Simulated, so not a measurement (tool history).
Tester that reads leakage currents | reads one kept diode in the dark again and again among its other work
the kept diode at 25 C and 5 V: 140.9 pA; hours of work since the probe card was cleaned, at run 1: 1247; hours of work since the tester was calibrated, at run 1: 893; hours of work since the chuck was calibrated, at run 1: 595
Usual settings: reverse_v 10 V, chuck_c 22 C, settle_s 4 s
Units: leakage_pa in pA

| run | hour | reverse_v | chuck_c | settle_s | hours of work since the probe card was cleaned | hours of work since the tester was calibrated | hours of work since the chuck was calibrated | leakage_pa |
|---|---|---|---|---|---|---|---|---|
| 1 | 0 | 10 | 22 | 4 | 1247 | 893 | 595 | 178.98 |
| 2 | 70.9 | 10 | 22 | 4 | 1285 | 930 | 632 | 179.71 |
| 3 | 145.4 | 10 | 22 | 4 | 1324 | 969 | 671 | 181.28 |
| 4 | 198.3 | 10 | 22 | 4 | 1351 | 997 | 699 | 181.35 |
| 5 | 291.6 | 10 | 22 | 4 | 1400 | 1046 | 748 | 181.95 |
| 6 | 349.5 | 10 | 22 | 4 | 1431 | 1076 | 778 | 183.48 |
|  | 395.3 | probe card cleaned and baked |
| 7 | 453.7 | 8.2 | 55 | 0.6 | 31 | 1129 | 831 | 2184.08 |
| 8 | 535.3 | 1.8 | 22 | 0.38 | 73 | 1172 | 874 | 65.05 |
| 9 | 620 | 3.2 | 22 | 0.66 | 118 | 1216 | 918 | 89.7 |
| 10 | 696.2 | 8.1 | 48 | 4 | 158 | 1256 | 958 | 1296.27 |
| 11 | 763.1 | 10 | 22 | 6.24 | 193 | 1291 | 993 | 169.12 |
| 12 | 832.6 | 4.6 | 39 | 5.85 | 229 | 1328 | 1030 | 468.8 |

Forecast each of these 3 alternatives for the next run:
| A | 924.1 | 6.4 | 22 | 3.16 | 277 | 1376 | 1078 | ? |
| B | 924.1 | 5.8 | 22 | 5.46 | 277 | 1376 | 1078 | ? |
| C | 924.1 | 14.2 | 24 | 5.85 | 277 | 1376 | 1078 | ? |

| run | leakage_pa |
|---|---|
| A | 133.35 |
| B | 125.73 |
| C | 247.55 |
Without the tool's hidden state the same runs would have given:
| run | leakage_pa |
|---|---|
| A | 123.37 |
| B | 116.41 |
| C | 228.38 |
